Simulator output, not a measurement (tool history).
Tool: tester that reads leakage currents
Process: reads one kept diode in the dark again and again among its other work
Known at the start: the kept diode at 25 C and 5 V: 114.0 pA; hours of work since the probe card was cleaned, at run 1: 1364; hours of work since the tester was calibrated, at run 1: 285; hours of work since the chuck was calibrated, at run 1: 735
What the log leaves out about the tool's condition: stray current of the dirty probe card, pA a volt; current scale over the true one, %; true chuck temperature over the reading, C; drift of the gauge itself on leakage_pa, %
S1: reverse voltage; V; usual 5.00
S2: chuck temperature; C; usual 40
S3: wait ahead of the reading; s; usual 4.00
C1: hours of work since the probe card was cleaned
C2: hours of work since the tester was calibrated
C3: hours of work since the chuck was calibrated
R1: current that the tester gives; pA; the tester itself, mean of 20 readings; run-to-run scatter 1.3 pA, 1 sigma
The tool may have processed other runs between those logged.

run,hour,S1,S2,S3,C1,C2,C3,R1
1,0.0,5.00,40,4.00,1364,285,735,484.98
2,30.4,11.02,40,4.00,1386,307,756,729.72
3,53.7,11.02,40,4.00,1402,323,773,730.61
4,81.4,5.00,40,4.00,1422,343,793,490.40
5,98.0,5.00,40,4.00,1434,355,804,491.68
6,117.7,5.00,40,4.00,1448,369,819,493.24
7,130.8,5.00,40,4.00,1457,378,828,493.64
8,157.0,5.00,40,4.00,1476,397,846,492.35
9,170.8,11.80,35,1.10,1486,407,856,506.79
# hour 176.6: probe card cleaned and baked
10,191.0,5.00,23,5.83,10,419,869,114.11
11,216.9,5.00,23,5.83,29,437,887,114.82
12,246.4,2.10,23,5.36,50,459,908,72.25
13,264.9,5.00,40,2.86,63,472,921,502.12
# hour 290.2: probe card cleaned and baked, once more
14,297.6,6.16,40,0.57,5,493,943,550.96

Predict each of these 5 candidate next runs independently; none follows another, all start after run 14:
A,317.6,4.40,40,0.57,20,507,957,?
B,317.6,4.31,45,1.56,20,507,957,?
C,317.6,6.16,40,5.80,20,507,957,?
D,317.6,10.46,34,0.68,20,507,957,?
E,317.6,7.06,48,9.39,20,507,957,?

run,R1
A,464.90
B,695.25
C,552.34
D,429.00
E,1150.89
The same runs, with their run-to-run variation unchanged, on a tool lacking any hidden condition would have given:
run,R1
A,414.55
B,622.03
C,492.38
D,380.89
E,1031.73
